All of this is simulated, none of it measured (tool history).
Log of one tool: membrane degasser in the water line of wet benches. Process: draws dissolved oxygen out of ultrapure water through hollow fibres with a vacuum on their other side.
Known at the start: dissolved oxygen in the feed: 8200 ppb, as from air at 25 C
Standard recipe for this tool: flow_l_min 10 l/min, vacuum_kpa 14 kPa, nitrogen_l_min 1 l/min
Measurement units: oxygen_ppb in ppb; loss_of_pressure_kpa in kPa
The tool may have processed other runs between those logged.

| run | hour | flow_l_min | vacuum_kpa | nitrogen_l_min | oxygen_ppb | loss_of_pressure_kpa |
|---|---|---|---|---|---|---|
| 1 | 0 | 10 | 14 | 1 | 263.5 | 59.01 |
| 2 | 38.5 | 10 | 14 | 1 | 261.3 | 58.24 |
| 3 | 92.5 | 10 | 14 | 1 | 264.2 | 58.35 |
| 4 | 145.5 | 10 | 14 | 0.78 | 323.8 | 58.26 |
| 5 | 205.5 | 10 | 14 | 0.78 | 324.7 | 58.61 |
| 6 | 271.2 | 10 | 14 | 0.78 | 327.1 | 58.21 |
| 7 | 321.1 | 10 | 14 | 1 | 260.1 | 58.53 |
| 8 | 356.6 | 10 | 14 | 1 | 261 | 57.66 |
| 9 | 384.6 | 10 | 14 | 1 | 262.3 | 58.23 |
| 10 | 436.3 | 7 | 14 | 1 | 183.3 | 40.76 |
| 11 | 501.9 | 7 | 14 | 0.44 | 388.8 | 40.48 |
| 12 | 546.9 | 10 | 14 | 0.51 | 461.1 | 58.09 |
| 13 | 592.6 | 10 | 14 | 1.33 | 203 | 58.05 |
| 14 | 652.4 | 10 | 14 | 1 | 262.8 | 58.3 |
| 15 | 696.8 | 10 | 14 | 2.33 | 123.6 | 58.28 |
| 16 | 738.3 | 10 | 25.6 | 0.79 | 624.5 | 57.76 |
| 17 | 791.4 | 7 | 12.1 | 0.72 | 203.3 | 40.3 |
| 18 | 853 | 12 | 18.6 | 0.56 | 692.5 | 69.29 |
| 19 | 891.1 | 12 | 18.6 | 0.56 | 689.6 | 69.19 |
| 20 | 939.2 | 12 | 18.6 | 0.56 | 703.4 | 69.28 |
| 21 | 974.1 | 15 | 18.6 | 0.44 | 999.1 | 86.82 |
| 22 | 1027.5 | 13 | 25.2 | 1 | 635.4 | 75.12 |
| 23 | 1092.9 | 6 | 14 | 1 | 156.9 | 34.14 |
| 24 | 1131.1 | 8 | 13.3 | 1.05 | 184.8 | 45.66 |
| 25 | 1194.5 | 8 | 13.3 | 1.05 | 185.5 | 46.22 |
| 26 | 1233.3 | 10 | 8.9 | 1 | 146.1 | 57.36 |
| 27 | 1270.2 | 14 | 8.9 | 0.73 | 269.3 | 80.36 |
| 28 | 1303.4 | 8 | 14 | 1.85 | 119.4 | 46.21 |
| 29 | 1361.2 | 10 | 24.7 | 0.84 | 564.7 | 57.09 |

Below are 5 alternative next runs, each starting from the tool's condition after run 29. Predict each:
| A | 1390.6 | 10 | 9.1 | 0.7 | ? | ? |
| B | 1390.6 | 10 | 22.9 | 0.44 | ? | ? |
| C | 1390.6 | 8 | 9.5 | 0.56 | ? | ? |
| D | 1390.6 | 9 | 14.3 | 2.96 | ? | ? |
| E | 1390.6 | 10 | 24.7 | 0.69 | ? | ? |

| run | oxygen_ppb | loss_of_pressure_kpa |
|---|---|---|
| A | 201.2 | 57.36 |
| B | 892.7 | 57.08 |
| C | 206.4 | 45.93 |
| D | 90.8 | 51.74 |
| E | 664.5 | 56.99 |
Take away the tool's hidden state, keep each run's random variation, and the runs would have read:
| run | oxygen_ppb | loss_of_pressure_kpa |
|---|---|---|
| A | 200.9 | 58.61 |
| B | 891.9 | 58.33 |
| C | 206 | 46.93 |
| D | 90.7 | 52.86 |
| E | 663.8 | 58.24 |

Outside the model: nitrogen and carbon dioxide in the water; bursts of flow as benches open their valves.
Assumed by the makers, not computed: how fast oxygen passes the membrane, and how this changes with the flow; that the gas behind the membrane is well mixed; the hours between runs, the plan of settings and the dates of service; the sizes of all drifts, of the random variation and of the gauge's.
